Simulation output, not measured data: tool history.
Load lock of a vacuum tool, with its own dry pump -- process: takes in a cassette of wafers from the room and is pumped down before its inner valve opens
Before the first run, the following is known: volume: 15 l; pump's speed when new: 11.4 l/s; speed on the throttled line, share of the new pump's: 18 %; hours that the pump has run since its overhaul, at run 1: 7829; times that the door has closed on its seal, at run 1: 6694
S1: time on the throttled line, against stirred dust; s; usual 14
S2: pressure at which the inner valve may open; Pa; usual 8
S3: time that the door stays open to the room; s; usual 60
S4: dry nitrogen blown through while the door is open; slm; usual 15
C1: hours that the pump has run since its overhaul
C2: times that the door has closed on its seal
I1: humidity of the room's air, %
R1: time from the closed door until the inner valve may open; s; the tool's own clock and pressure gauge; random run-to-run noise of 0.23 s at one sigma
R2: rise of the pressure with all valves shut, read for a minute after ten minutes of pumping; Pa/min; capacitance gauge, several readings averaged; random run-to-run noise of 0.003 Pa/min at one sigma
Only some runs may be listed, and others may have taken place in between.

run 1 hour=0 | S1=14 S2=8 S3=60 S4=15 | C1=7829 C2=6694 | I1=44 | R1=25.9 R2=0.041
run 2 hour=107.4 | S1=14 S2=8 S3=60 S4=15 | C1=7936 C2=6998 | I1=45.5 | R1=26.3 R2=0.034
run 3 hour=197.2 | S1=14 S2=8 S3=60 S4=15 | C1=8026 C2=7252 | I1=46.3 | R1=26.4 R2=0.048
run 4 hour=270.1 | S1=14 S2=8 S3=60 S4=15 | C1=8099 C2=7458 | I1=44.2 | R1=26.8 R2=0.045
run 5 hour=348.6 | S1=14 S2=8 S3=60 S4=15 | C1=8177 C2=7680 | I1=43.7 | R1=26.1 R2=0.047
run 6 hour=469.7 | S1=14 S2=8 S3=60 S4=15 | C1=8298 C2=8022 | I1=44 | R1=26.8 R2=0.043
run 7 hour=601.5 | S1=14 S2=8 S3=60 S4=15 | C1=8430 C2=8395 | I1=48.2 | R1=26.7 R2=0.04
run 8 hour=729.3 | S1=14 S2=8 S3=60 S4=15 | C1=8558 C2=8756 | I1=46.7 | R1=26.7 R2=0.044
run 9 hour=820.5 | S1=14 S2=8 S3=60 S4=15 | C1=8649 C2=9014 | I1=44.6 | R1=26.9 R2=0.046
run 10 hour=885.9 | S1=14 S2=8 S3=60 S4=15 | C1=8715 C2=9199 | I1=42.4 | R1=26.7 R2=0.046
run 11 hour=963.7 | S1=14 S2=8 S3=60 S4=15 | C1=8792 C2=9419 | I1=46.7 | R1=27 R2=0.043
run 12 hour=1025.2 | S1=14 S2=8 S3=60 S4=15 | C1=8854 C2=9593 | I1=41.4 | R1=26.7 R2=0.05
run 13 hour=1084.9 | S1=14 S2=8 S3=221 S4=15 | C1=8914 C2=9762 | I1=43.4 | R1=26.5 R2=0.089
run 14 hour=1212 | S1=14 S2=8 S3=60 S4=15 | C1=9041 C2=10121 | I1=45.2 | R1=26.7 R2=0.048
run 15 hour=1281.6 | S1=14 S2=6 S3=60 S4=15 | C1=9110 C2=10318 | I1=44 | R1=27.4 R2=0.045
run 16 hour=1387.9 | S1=14 S2=6 S3=60 S4=15 | C1=9217 C2=10618 | I1=42.3 | R1=27.6 R2=0.048
-- hour=1478.9 dry pump taken out, an overhauled one fitted
run 17 hour=1513.1 | S1=14 S2=6 S3=60 S4=15 | C1=34 C2=10955 | I1=45.4 | R1=24 R2=0.048
run 18 hour=1606.7 | S1=14 S2=6 S3=60 S4=15 | C1=128 C2=11220 | I1=44.7 | R1=24.3 R2=0.054
run 19 hour=1689.7 | S1=14 S2=8 S3=60 S4=15 | C1=211 C2=11455 | I1=43.6 | R1=23.8 R2=0.049
run 20 hour=1753.3 | S1=14 S2=8 S3=53 S4=5 | C1=274 C2=11634 | I1=46.5 | R1=24.1 R2=0.061
run 21 hour=1860 | S1=14 S2=8 S3=170 S4=39 | C1=381 C2=11936 | I1=48.7 | R1=23.9 R2=0.064
run 22 hour=1970.2 | S1=14 S2=8 S3=170 S4=39 | C1=491 C2=12248 | I1=42 | R1=24 R2=0.061
run 23 hour=2043.4 | S1=14 S2=8 S3=57 S4=7 | C1=564 C2=12455 | I1=45 | R1=24.1 R2=0.06
run 24 hour=2133.1 | S1=14 S2=9 S3=29 S4=15 | C1=654 C2=12708 | I1=45.2 | R1=23.9 R2=0.04
run 25 hour=2196.4 | S1=14 S2=8 S3=60 S4=15 | C1=717 C2=12887 | I1=44.1 | R1=24 R2=0.056
run 26 hour=2263.7 | S1=13 S2=8 S3=101 S4=38 | C1=785 C2=13078 | I1=46.3 | R1=23.4 R2=0.056
run 27 hour=2395.2 | S1=11 S2=10 S3=46 S4=15 | C1=916 C2=13449 | I1=44.1 | R1=21.4 R2=0.048
run 28 hour=2471.4 | S1=11 S2=10 S3=46 S4=15 | C1=992 C2=13665 | I1=47.3 | R1=21.4 R2=0.049
run 29 hour=2598.7 | S1=11 S2=10 S3=46 S4=15 | C1=1120 C2=14025 | I1=43.9 | R1=21.8 R2=0.054
run 30 hour=2722.5 | S1=11 S2=10 S3=46 S4=41 | C1=1244 C2=14375 | I1=47.3 | R1=21.6 R2=0.042
run 31 hour=2814.7 | S1=20 S2=8 S3=144 S4=15 | C1=1336 C2=14635 | I1=39.6 | R1=29.2 R2=0.07
run 32 hour=2933.7 | S1=14 S2=8 S3=174 S4=31 | C1=1455 C2=14972 | I1=47.5 | R1=24 R2=0.072
run 33 hour=2991.3 | S1=7 S2=8 S3=60 S4=15 | C1=1512 C2=15135 | I1=43.1 | R1=18.9 R2=0.057
run 34 hour=3099.5 | S1=19 S2=8 S3=139 S4=37 | C1=1621 C2=15441 | I1=47.1 | R1=28.6 R2=0.061
run 35 hour=3180.8 | S1=14 S2=9 S3=60 S4=13 | C1=1702 C2=15671 | I1=47.1 | R1=24.1 R2=0.058
run 36 hour=3261 | S1=12 S2=12 S3=28 S4=15 | C1=1782 C2=15897 | I1=46 | R1=22.7 R2=0.046
run 37 hour=3331.8 | S1=14 S2=8 S3=60 S4=15 | C1=1853 C2=16098 | I1=45.3 | R1=24.6 R2=0.061
run 38 hour=3459.7 | S1=16 S2=8 S3=146 S4=15 | C1=1981 C2=16459 | I1=45.1 | R1=26.3 R2=0.084

For some of the steps in R1 from one run to the next: how much would appear even if the tool had no hidden state, given the settings, what came in and random variation, and how much remains for the hidden state plus any gauge scatter that the measured result and the result without hidden state don't share?
Hidden state present: pump's speed, % of a new pump's; leak at the door's seal, Pa l/s; drift of the gauge itself on ready_s, %; drift of the gauge itself on rise_pa_min, %.
Run 3 -> 4: no setting touched and nothing written in the log between the runs. R1 +0.4 s: hidden state +0.1, all else +0.3.
Run 14 -> 15: S2 8 -> 6. R1 +0.7 s: hidden state +0.2, all else +0.5.
Run 16 -> 17: dry pump taken out, an overhauled one fitted. R1 -3.6 s: hidden state -3, all else -0.6.
Run 30 -> 31: S1 11 -> 20, S2 10 -> 8, S3 46 -> 144, S4 41 -> 15. R1 +7.6 s: hidden state -0.1, all else +7.7.
Run 31 -> 32: S1 20 -> 14, S3 144 -> 174, S4 15 -> 31. R1 -5.2 s: hidden state +0.1, all else -5.3.
Run 33 -> 34: S1 7 -> 19, S3 60 -> 139, S4 15 -> 37. R1 +9.7 s: hidden state -0.1, all else +9.8.

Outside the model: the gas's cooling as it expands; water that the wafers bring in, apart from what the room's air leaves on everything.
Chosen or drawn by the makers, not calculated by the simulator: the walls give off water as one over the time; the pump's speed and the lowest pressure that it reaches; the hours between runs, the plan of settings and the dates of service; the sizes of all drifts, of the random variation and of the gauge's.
